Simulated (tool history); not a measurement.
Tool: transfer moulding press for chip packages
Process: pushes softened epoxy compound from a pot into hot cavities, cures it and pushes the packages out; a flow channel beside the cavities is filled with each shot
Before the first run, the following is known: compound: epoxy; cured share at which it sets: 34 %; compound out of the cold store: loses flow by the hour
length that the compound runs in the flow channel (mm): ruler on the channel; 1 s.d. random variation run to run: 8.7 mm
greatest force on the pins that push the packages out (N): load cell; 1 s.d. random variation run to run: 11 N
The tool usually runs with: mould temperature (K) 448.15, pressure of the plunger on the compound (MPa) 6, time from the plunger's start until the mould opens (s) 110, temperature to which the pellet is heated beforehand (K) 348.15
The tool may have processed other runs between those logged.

run,hour,mould temperature (K),pressure of the plunger on the compound (MPa),time from the plunger's start until the mould opens (s),temperature to which the pellet is heated beforehand (K),incoming compound's hours out of the cold store,length that the compound runs in the flow channel (mm),greatest force on the pins that push the packages out (N)
1,0,448.15,6,110,348.15,9.2,992,519
2,55.4,448.15,6,110,348.15,38.2,882,658
# hour 85.3: cavities cleaned with cleaning compound and waxed
3,99.9,448.15,6,110,348.15,17,960,537
4,153.4,448.15,6,110,358.15,15.6,952,686
# hour 168.3: cavities cleaned with cleaning compound and waxed
5,180.1,448.15,4.82,110,348.15,38.9,771,555
6,231,448.15,4.82,110,343.15,13,865,696
# hour 237.3: mould's thermocouples calibrated
# hour 251.1: cavities cleaned with cleaning compound and waxed
7,265.1,446.15,6.48,110,350.15,21.7,964,584
# hour 313.9: plunger's sealing rings changed
8,319.8,453.15,7.29,110,348.15,39.4,1005,614
# hour 336.9: cavities cleaned with cleaning compound and waxed
# hour 343.5: mould's thermocouples calibrated, once more
9,365.7,453.15,6,96,348.15,45.7,892,582
10,414.1,453.15,6,96,348.15,14.6,991,741
# hour 419.8: cavities cleaned with cleaning compound and waxed
11,476.8,453.15,6,96,348.15,11.2,994,689
# hour 501.8: cavities cleaned with cleaning compound and waxed
12,520.8,453.15,5.2,96,343.15,23.9,880,582

4 options for the next run, each taken on its own from the tool as it stands now. Forecast them:
A,569.2,446.15,6.81,110,339.15,33.3,?,?
B,569.2,456.15,6.72,96,357.15,33.7,?,?
C,569.2,453.15,5.57,118,343.15,34.3,?,?
D,569.2,451.15,6,110,348.15,27.8,?,?

run,length that the compound runs in the flow channel (mm),greatest force on the pins that push the packages out (N)
A,966,808
B,948,656
C,864,635
D,931,660
Had the tool no hidden state, the same runs would have come out as:
run,length that the compound runs in the flow channel (mm),greatest force on the pins that push the packages out (N)
A,999,577
B,980,470
C,893,455
D,962,473

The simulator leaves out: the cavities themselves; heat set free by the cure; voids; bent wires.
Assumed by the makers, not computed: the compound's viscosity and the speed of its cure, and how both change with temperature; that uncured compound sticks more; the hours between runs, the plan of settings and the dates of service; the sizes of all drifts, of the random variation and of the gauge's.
